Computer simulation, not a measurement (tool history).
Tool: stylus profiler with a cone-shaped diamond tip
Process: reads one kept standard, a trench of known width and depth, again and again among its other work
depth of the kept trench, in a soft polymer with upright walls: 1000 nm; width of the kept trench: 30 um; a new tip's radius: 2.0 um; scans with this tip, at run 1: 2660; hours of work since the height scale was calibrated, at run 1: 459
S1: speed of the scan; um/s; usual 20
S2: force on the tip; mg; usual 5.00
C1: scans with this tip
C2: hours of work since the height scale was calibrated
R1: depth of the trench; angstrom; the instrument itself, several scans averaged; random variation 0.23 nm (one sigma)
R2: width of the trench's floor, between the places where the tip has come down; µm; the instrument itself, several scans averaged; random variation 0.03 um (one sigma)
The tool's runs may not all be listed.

{"run": 1, "day": 0.0, "S1": 20, "S2": 5.0, "C1": 2660, "C2": 459, "R1": 10264.1, "R2": 26.45}
{"run": 2, "day": 0.912, "S1": 20, "S2": 5.0, "C1": 2758, "C2": 476, "R1": 10259.0, "R2": 26.46}
{"run": 3, "day": 2.138, "S1": 20, "S2": 5.0, "C1": 2889, "C2": 498, "R1": 10262.9, "R2": 26.4}
{"run": 4, "day": 3.575, "S1": 20, "S2": 1.94, "C1": 3043, "C2": 525, "R1": 10142.8, "R2": 26.41}
{"run": 5, "day": 4.5, "S1": 20, "S2": 3.79, "C1": 3142, "C2": 542, "R1": 10219.3, "R2": 26.42}
{"run": 6, "day": 5.925, "S1": 20, "S2": 3.79, "C1": 3294, "C2": 568, "R1": 10218.2, "R2": 26.42}
{"run": 7, "day": 7.025, "S1": 20, "S2": 3.79, "C1": 3412, "C2": 589, "R1": 10220.0, "R2": 26.48}
{"run": 8, "day": 7.742, "S1": 20, "S2": 3.79, "C1": 3488, "C2": 602, "R1": 10218.3, "R2": 26.49}
{"run": 9, "day": 8.525, "S1": 20, "S2": 3.79, "C1": 3572, "C2": 616, "R1": 10216.9, "R2": 26.47}
{"run": 10, "day": 9.288, "S1": 28, "S2": 5.0, "C1": 3654, "C2": 630, "R1": 10263.7, "R2": 26.39}
{"run": 11, "day": 10.325, "S1": 28, "S2": 5.0, "C1": 3765, "C2": 650, "R1": 10264.3, "R2": 26.46}
{"run": 12, "day": 11.438, "S1": 28, "S2": 5.0, "C1": 3884, "C2": 670, "R1": 10262.6, "R2": 26.41}
{"run": 13, "day": 12.596, "S1": 33, "S2": 5.0, "C1": 4008, "C2": 691, "R1": 10267.6, "R2": 26.36}
{"run": 14, "day": 14.129, "S1": 33, "S2": 5.0, "C1": 4172, "C2": 720, "R1": 10261.5, "R2": 26.42}
{"run": 15, "day": 15.562, "S1": 6, "S2": 5.0, "C1": 4326, "C2": 746, "R1": 10262.3, "R2": 26.55}
{"run": 16, "day": 17.15, "S1": 6, "S2": 5.0, "C1": 4496, "C2": 776, "R1": 10262.4, "R2": 26.54}
{"run": 17, "day": 18.462, "S1": 6, "S2": 5.0, "C1": 4636, "C2": 800, "R1": 10266.2, "R2": 26.48}
{"run": 18, "day": 19.917, "S1": 6, "S2": 4.62, "C1": 4792, "C2": 827, "R1": 10249.9, "R2": 26.55}
{"run": 19, "day": 21.283, "S1": 6, "S2": 5.0, "C1": 4938, "C2": 852, "R1": 10259.2, "R2": 26.51}
{"run": 20, "day": 22.854, "S1": 6, "S2": 5.0, "C1": 5106, "C2": 881, "R1": 10265.6, "R2": 26.5}
{"run": 21, "day": 23.583, "S1": 6, "S2": 5.0, "C1": 5184, "C2": 894, "R1": 10266.0, "R2": 26.56}
{"run": 22, "day": 24.525, "S1": 7, "S2": 5.0, "C1": 5285, "C2": 912, "R1": 10266.0, "R2": 26.56}
{"run": 23, "day": 25.9, "S1": 5, "S2": 5.0, "C1": 5432, "C2": 937, "R1": 10259.5, "R2": 26.49}
{"run": 24, "day": 27.012, "S1": 6, "S2": 7.54, "C1": 5551, "C2": 958, "R1": 10343.7, "R2": 26.49}
{"run": 25, "day": 28.671, "S1": 71, "S2": 5.0, "C1": 5728, "C2": 988, "R1": 10261.8, "R2": 26.24}
{"run": 26, "day": 30.225, "S1": 68, "S2": 3.22, "C1": 5895, "C2": 1017, "R1": 10199.6, "R2": 26.22}
{"run": 27, "day": 31.375, "S1": 68, "S2": 3.22, "C1": 6018, "C2": 1038, "R1": 10197.5, "R2": 26.23}
{"run": 28, "day": 32.538, "S1": 68, "S2": 3.22, "C1": 6142, "C2": 1060, "R1": 10198.5, "R2": 26.21}
{"run": 29, "day": 33.912, "S1": 8, "S2": 8.57, "C1": 6289, "C2": 1085, "R1": 10376.5, "R2": 26.51}
{"run": 30, "day": 35.379, "S1": 79, "S2": 9.15, "C1": 6447, "C2": 1112, "R1": 10393.2, "R2": 26.34}
{"run": 31, "day": 36.196, "S1": 16, "S2": 6.01, "C1": 6534, "C2": 1127, "R1": 10299.8, "R2": 26.5}
{"run": 32, "day": 37.767, "S1": 16, "S2": 6.01, "C1": 6702, "C2": 1156, "R1": 10298.9, "R2": 26.51}
{"run": 33, "day": 38.979, "S1": 6, "S2": 6.34, "C1": 6832, "C2": 1179, "R1": 10311.5, "R2": 26.48}
{"run": 34, "day": 40.238, "S1": 10, "S2": 6.34, "C1": 6966, "C2": 1202, "R1": 10302.7, "R2": 26.54}
{"run": 35, "day": 41.508, "S1": 10, "S2": 3.66, "C1": 7103, "C2": 1225, "R1": 10215.2, "R2": 26.52}
{"run": 36, "day": 43.029, "S1": 6, "S2": 2.1, "C1": 7265, "C2": 1254, "R1": 10147.7, "R2": 26.47}
{"run": 37, "day": 44.442, "S1": 6, "S2": 2.1, "C1": 7417, "C2": 1280, "R1": 10145.3, "R2": 26.5}
{"run": 38, "day": 45.942, "S1": 9, "S2": 1.9, "C1": 7577, "C2": 1307, "R1": 10137.1, "R2": 26.56}
{"run": 39, "day": 47.262, "S1": 12, "S2": 1.7, "C1": 7718, "C2": 1332, "R1": 10128.0, "R2": 26.45}
{"run": 40, "day": 48.504, "S1": 12, "S2": 1.7, "C1": 7851, "C2": 1355, "R1": 10128.0, "R2": 26.43}
{"run": 41, "day": 50.104, "S1": 6, "S2": 4.77, "C1": 8022, "C2": 1384, "R1": 10253.6, "R2": 26.5}
{"run": 42, "day": 50.8, "S1": 47, "S2": 7.13, "C1": 8097, "C2": 1397, "R1": 10335.8, "R2": 26.43}
{"run": 43, "day": 51.829, "S1": 18, "S2": 1.91, "C1": 8207, "C2": 1416, "R1": 10138.5, "R2": 26.41}
{"run": 44, "day": 53.075, "S1": 18, "S2": 1.91, "C1": 8340, "C2": 1439, "R1": 10141.2, "R2": 26.43}
{"run": 45, "day": 54.704, "S1": 6, "S2": 3.09, "C1": 8515, "C2": 1469, "R1": 10189.4, "R2": 26.46}
{"run": 46, "day": 56.212, "S1": 40, "S2": 5.0, "C1": 8676, "C2": 1497, "R1": 10269.6, "R2": 26.45}

4 ways to go on from here, each from the tool as it stands after run 46. What would each give?
{"run": "A", "day": 57.171, "S1": 6, "S2": 1.86, "C1": 8779, "C2": 1515, "R1": "?", "R2": "?"}
{"run": "B", "day": 57.171, "S1": 18, "S2": 11.95, "C1": 8779, "C2": 1515, "R1": "?", "R2": "?"}
{"run": "C", "day": 57.171, "S1": 35, "S2": 5.0, "C1": 8779, "C2": 1515, "R1": "?", "R2": "?"}
{"run": "D", "day": 57.171, "S1": 13, "S2": 9.22, "C1": 8779, "C2": 1515, "R1": "?", "R2": "?"}

run=A R1=10133.8 R2=26.48
run=B R1=10476.2 R2=26.45
run=C R1=10266.2 R2=26.42
run=D R1=10393.0 R2=26.50
Without the tool's hidden state the same runs would have given:
run=A R1=10134.2 R2=26.48
run=B R1=10476.7 R2=26.46
run=C R1=10266.6 R2=26.43
run=D R1=10393.5 R2=26.51
